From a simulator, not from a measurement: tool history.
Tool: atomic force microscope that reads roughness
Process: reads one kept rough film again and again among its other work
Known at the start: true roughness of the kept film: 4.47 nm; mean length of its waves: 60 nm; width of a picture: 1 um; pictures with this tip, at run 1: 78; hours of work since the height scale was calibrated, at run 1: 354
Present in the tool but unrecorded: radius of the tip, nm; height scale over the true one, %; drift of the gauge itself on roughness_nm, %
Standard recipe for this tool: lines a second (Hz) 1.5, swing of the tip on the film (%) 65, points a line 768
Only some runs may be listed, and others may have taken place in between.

| run | hour | lines a second (Hz) | swing of the tip on the film (%) | points a line | pictures with this tip | hours of work since the height scale was calibrated | roughness of the kept film (nm (root mean square)) |
|---|---|---|---|---|---|---|---|
| 1 | 0 | 1.5 | 65 | 768 | 78 | 354 | 3.969 |
| 2 | 9.9 | 1.5 | 65 | 768 | 105 | 361 | 3.936 |
| 3 | 17.4 | 1.5 | 65 | 768 | 125 | 367 | 3.907 |
|  | 21.8 | new tip fitted |
| 4 | 24.6 | 1.5 | 65 | 768 | 8 | 373 | 4.066 |
| 5 | 31.3 | 1.5 | 65 | 768 | 25 | 378 | 4.064 |
| 6 | 40 | 1.5 | 65 | 768 | 49 | 385 | 3.981 |
| 7 | 49.1 | 1.5 | 65 | 768 | 73 | 392 | 3.973 |
| 8 | 61.2 | 1.5 | 65 | 996 | 105 | 401 | 3.932 |
| 9 | 66.7 | 1.5 | 65 | 768 | 120 | 406 | 3.895 |
|  | 73.1 | new tip fitted |
| 10 | 73.1 | 1.5 | 65 | 768 | 0 | 410 | 4.086 |
| 11 | 84.3 | 1.5 | 65 | 768 | 30 | 419 | 4.02 |
| 12 | 95.4 | 1.5 | 65 | 768 | 60 | 428 | 3.973 |
| 13 | 106.2 | 0.77 | 65 | 768 | 88 | 436 | 4.071 |
| 14 | 112.4 | 0.77 | 65 | 768 | 105 | 441 | 4.035 |
| 15 | 120.7 | 2.79 | 65 | 768 | 127 | 448 | 3.694 |
|  | 124.5 | new tip fitted |
| 16 | 131.1 | 2.79 | 73 | 768 | 17 | 455 | 3.55 |
| 17 | 142.4 | 1.5 | 65 | 768 | 47 | 464 | 3.968 |
| 18 | 154.4 | 1.5 | 65 | 768 | 80 | 474 | 3.972 |
| 19 | 164.4 | 0.5 | 65 | 1021 | 106 | 481 | 4.081 |
| 20 | 174.1 | 3.12 | 65 | 601 | 132 | 489 | 3.646 |
|  | 176.5 | new tip fitted |
| 21 | 184.1 | 0.77 | 76 | 634 | 20 | 497 | 4.022 |
| 22 | 191 | 1.41 | 72 | 319 | 39 | 502 | 3.905 |
| 23 | 196.5 | 3.29 | 62 | 288 | 53 | 506 | 3.743 |
| 24 | 204.7 | 1.5 | 56 | 768 | 75 | 513 | 4.086 |

What does the tool deliver on the next run?
| 25 | 214.4 | 1.5 | 56 | 768 | 101 | 520 | ? |

Run 25 gave roughness of the kept film (nm (root mean square)) 4.033.
With no hidden state in the tool, this same run would have given roughness of the kept film (nm (root mean square)) 4.187.
